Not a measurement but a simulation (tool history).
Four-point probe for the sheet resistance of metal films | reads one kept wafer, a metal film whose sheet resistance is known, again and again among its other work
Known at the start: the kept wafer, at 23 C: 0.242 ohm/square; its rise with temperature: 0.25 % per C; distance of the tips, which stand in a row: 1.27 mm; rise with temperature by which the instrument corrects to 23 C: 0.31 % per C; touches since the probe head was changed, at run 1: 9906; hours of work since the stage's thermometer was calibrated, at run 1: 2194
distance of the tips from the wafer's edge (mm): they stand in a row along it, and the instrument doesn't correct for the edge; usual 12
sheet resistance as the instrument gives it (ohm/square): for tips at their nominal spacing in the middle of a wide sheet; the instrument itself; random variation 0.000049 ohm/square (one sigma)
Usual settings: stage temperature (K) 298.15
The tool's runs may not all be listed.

run,hour,stage temperature (K),distance of the tips from the wafer's edge (mm),touches since the probe head was changed,hours of work since the stage's thermometer was calibrated,sheet resistance as the instrument gives it (ohm/square)
1,0,298.15,12,9906,2194,0.244002
2,17.1,292.15,12,10059,2201,0.244793
3,56.1,292.15,12,10406,2218,0.244908
4,74.8,298.15,12,10573,2226,0.244042
5,93.1,298.15,12,10736,2234,0.243866
6,126.7,300.15,12,11036,2249,0.243724
7,153.1,298.15,4,11271,2261,0.254935
8,186.5,298.15,4,11568,2275,0.255036
9,208.9,298.15,4,11769,2285,0.254962
10,230.9,298.15,4,11964,2294,0.25502
11,259.4,298.15,4,12219,2307,0.255071
12,293.5,298.15,4,12523,2322,0.255094
# hour 295.9: stage's thermometer calibrated
13,324.8,292.15,54,12798,13,0.24332
14,361.8,298.15,20,13128,29,0.243088
15,395.4,299.15,15,13427,43,0.243233
16,428.2,296.15,16,13720,58,0.243528
17,445.9,293.15,4,13877,65,0.255547
18,465.7,300.15,3,14054,74,0.26329
19,504.4,299.15,69,14399,91,0.242435
# hour 521.1: stage's thermometer calibrated, once more
20,536.4,299.15,69,14680,7,0.242703
21,559.9,301.15,22,14890,17,0.242834
22,595.8,302.15,19,15209,33,0.242957
23,631.8,302.15,19,15530,48,0.242917
24,656.9,293.15,5,15755,59,0.251693

4 ways to go on from here, each from the tool as it stands after run 24. What would each give?
A,673.8,304.15,42,15905,67,?
B,673.8,298.15,48,15905,67,?
C,673.8,301.15,12,15905,67,?
D,673.8,296.15,13,15905,67,?

run,sheet resistance as the instrument gives it (ohm/square)
A,0.242239
B,0.242965
C,0.243908
D,0.244453
Without the tool's hidden state the same runs would have given:
run,sheet resistance as the instrument gives it (ohm/square)
A,0.241075
B,0.241797
C,0.242737
D,0.243278
